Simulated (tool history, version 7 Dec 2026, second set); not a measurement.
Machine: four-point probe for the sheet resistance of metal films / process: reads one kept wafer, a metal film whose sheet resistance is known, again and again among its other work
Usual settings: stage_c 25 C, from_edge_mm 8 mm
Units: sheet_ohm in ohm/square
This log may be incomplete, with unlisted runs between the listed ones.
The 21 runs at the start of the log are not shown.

| run | hour | stage_c | from_edge_mm | touches since the probe head was changed | hours of work since the stage's thermometer was calibrated | sheet_ohm |
|---|---|---|---|---|---|---|
| 22 | 1462.1 | 24 | 6 | 151762 | 238 | 0.092768 |
| 23 | 1547.4 | 24 | 6 | 155184 | 291 | 0.092745 |
| 24 | 1594 | 22 | 53 | 157057 | 319 | 0.0924 |
| 25 | 1636.4 | 33 | 8 | 158757 | 345 | 0.091595 |
| 26 | 1706.4 | 20 | 6 | 161566 | 389 | 0.093091 |
| 27 | 1776.5 | 19 | 17 | 164378 | 432 | 0.092725 |
|  | 1832.4 | new probe head fitted |
| 28 | 1856.4 | 29 | 17 | 965 | 480 | 0.092215 |
| 29 | 1904.7 | 29 | 17 | 2903 | 510 | 0.092202 |
| 30 | 1996.1 | 30 | 33 | 6568 | 566 | 0.092042 |
| 31 | 2060 | 25 | 12 | 9134 | 606 | 0.092653 |
| 32 | 2135 | 27 | 18 | 12143 | 652 | 0.092358 |
| 33 | 2213.7 | 21 | 3 | 15298 | 700 | 0.095073 |
| 34 | 2299.9 | 21 | 3 | 18757 | 754 | 0.09506 |
| 35 | 2342.1 | 25 | 3 | 20449 | 780 | 0.094658 |
| 36 | 2406.1 | 34 | 6 | 23018 | 819 | 0.092102 |

For run 37, what comes out?
| 37 | 2492.8 | 34 | 6 | 26495 | 872 | ? |

sheet_ohm: 0.092046 ohm/square
Were there no unlogged condition in the tool, this run, its random variation unchanged, would have produced sheet_ohm 0.092848 ohm/square.

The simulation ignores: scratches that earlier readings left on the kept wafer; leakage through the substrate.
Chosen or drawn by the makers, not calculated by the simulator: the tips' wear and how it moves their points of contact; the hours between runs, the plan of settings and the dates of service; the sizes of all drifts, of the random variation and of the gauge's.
